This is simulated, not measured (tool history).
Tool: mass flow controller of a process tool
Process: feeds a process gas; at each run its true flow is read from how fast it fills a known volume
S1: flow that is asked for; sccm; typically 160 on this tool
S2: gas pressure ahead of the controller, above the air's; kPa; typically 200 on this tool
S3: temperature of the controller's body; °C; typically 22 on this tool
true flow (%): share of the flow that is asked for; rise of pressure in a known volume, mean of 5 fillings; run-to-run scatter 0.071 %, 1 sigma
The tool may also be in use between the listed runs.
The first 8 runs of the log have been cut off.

{"run": 9, "hour": 846.8, "S1": 160, "S2": 200, "S3": 23, "true flow (%)": 99.76}
{"run": 10, "hour": 920.6, "S1": 36, "S2": 200, "S3": 22, "true flow (%)": 99.52}
{"run": 11, "hour": 1066.9, "S1": 160, "S2": 220, "S3": 22, "true flow (%)": 99.48}
{"run": 12, "hour": 1209.7, "S1": 160, "S2": 220, "S3": 22, "true flow (%)": 99.42}
{"run": 13, "hour": 1301.4, "S1": 160, "S2": 176, "S3": 22, "true flow (%)": 99.81}
{"run": 14, "hour": 1403.2, "S1": 160, "S2": 176, "S3": 22, "true flow (%)": 99.77}
{"run": 15, "hour": 1484.8, "S1": 163, "S2": 200, "S3": 22, "true flow (%)": 99.6}
{"run": 16, "hour": 1567.2, "S1": 160, "S2": 200, "S3": 22, "true flow (%)": 99.57}
{"run": 17, "hour": 1686.2, "S1": 160, "S2": 200, "S3": 22, "true flow (%)": 99.55}
{"run": 18, "hour": 1795.4, "S1": 160, "S2": 200, "S3": 22, "true flow (%)": 99.78}
{"run": 19, "hour": 1885.8, "S1": 160, "S2": 200, "S3": 22, "true flow (%)": 99.52}
{"run": 20, "hour": 2038.4, "S1": 160, "S2": 242, "S3": 22, "true flow (%)": 99.39}
{"run": 21, "hour": 2170.6, "S1": 160, "S2": 242, "S3": 22, "true flow (%)": 99.32}
{"run": 22, "hour": 2305.5, "S1": 160, "S2": 242, "S3": 22, "true flow (%)": 99.31}
{"run": 23, "hour": 2447.4, "S1": 160, "S2": 242, "S3": 22, "true flow (%)": 99.27}
{"run": 24, "hour": 2548.2, "S1": 160, "S2": 242, "S3": 22, "true flow (%)": 99.42}
{"run": 25, "hour": 2637.8, "S1": 160, "S2": 242, "S3": 22, "true flow (%)": 99.43}
{"run": 26, "hour": 2746.0, "S1": 160, "S2": 242, "S3": 22, "true flow (%)": 99.32}
{"run": 27, "hour": 2811.0, "S1": 160, "S2": 188, "S3": 22, "true flow (%)": 99.72}

Run 28 comes next. What will it give?
{"run": 28, "hour": 2890.3, "S1": 49, "S2": 226, "S3": 23, "true flow (%)": "?"}

{"run 28": {"true flow (%)": 99.56}}
Had the tool carried no hidden state, the very same run would have given true flow (%) 99.19.
